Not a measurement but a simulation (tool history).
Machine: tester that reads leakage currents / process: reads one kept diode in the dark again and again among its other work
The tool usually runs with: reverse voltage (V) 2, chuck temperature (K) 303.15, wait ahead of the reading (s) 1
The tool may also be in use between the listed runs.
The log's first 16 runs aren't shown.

| run | day | reverse voltage (V) | chuck temperature (K) | wait ahead of the reading (s) | current that the tester gives (pA) |
|---|---|---|---|---|---|
| 17 | 98.625 | 2.06 | 294.15 | 1 | 64.27 |
| 18 | 105.083 | 2 | 303.15 | 0.36 | 127.17 |
| 19 | 110.358 | 2 | 303.15 | 0.36 | 126.07 |
| 20 | 117.512 | 2 | 303.15 | 0.36 | 125.19 |
| 21 | 123.421 | 2 | 303.15 | 0.36 | 123.24 |
| 22 | 132.083 | 6.33 | 300.15 | 2.91 | 155.17 |
|  | 138.738 | probe card cleaned and baked |
| 23 | 139.146 | 6.33 | 300.15 | 2.91 | 148.37 |
| 24 | 145.225 | 6.33 | 300.15 | 2.91 | 146.44 |
| 25 | 152.608 | 1.38 | 323.15 | 2.91 | 422.84 |
| 26 | 157.238 | 16.1 | 319.15 | 3.58 | 868.02 |
| 27 | 164.983 | 1.6 | 308.15 | 2.76 | 148.72 |
| 28 | 172.288 | 1.6 | 308.15 | 1.29 | 147.84 |
| 29 | 177.929 | 2 | 303.15 | 0.44 | 110.55 |
| 30 | 183.358 | 16.22 | 316.15 | 6.57 | 670.41 |
|  | 187.05 | chuck's temperature calibrated |
| 31 | 191.804 | 19.95 | 317.15 | 3.49 | 939.04 |
| 32 | 195.317 | 1.36 | 323.15 | 0.43 | 474.04 |
| 33 | 199.112 | 9.36 | 310.15 | 1 | 416.02 |
| 34 | 204.221 | 5.1 | 297.15 | 0.58 | 120.91 |
| 35 | 212.708 | 11.82 | 303.15 | 1 | 267 |
| 36 | 217.967 | 16.68 | 295.15 | 2.94 | 162.86 |
| 37 | 222.504 | 1.94 | 295.15 | 0.78 | 66.46 |
| 38 | 228.683 | 1.94 | 295.15 | 0.78 | 65.44 |
| 39 | 236.875 | 2.72 | 304.15 | 1.5 | 149.26 |
| 40 | 245.462 | 2 | 319.15 | 3.27 | 387.22 |

Here are 3 independent what-if runs from the current tool condition. What would each one return?
| A | 252.454 | 1.12 | 316.15 | 0.4 | ? |
| B | 252.454 | 1.15 | 327.15 | 5.97 | ? |
| C | 252.454 | 5.26 | 299.15 | 2.33 | ? |

| run | current that the tester gives (pA) |
|---|---|
| A | 246.81 |
| B | 527.83 |
| C | 129.35 |
With the hidden condition removed and each run's random variation left untouched, the same runs would have given:
| run | current that the tester gives (pA) |
|---|---|
| A | 268.25 |
| B | 570.69 |
| C | 140.19 |
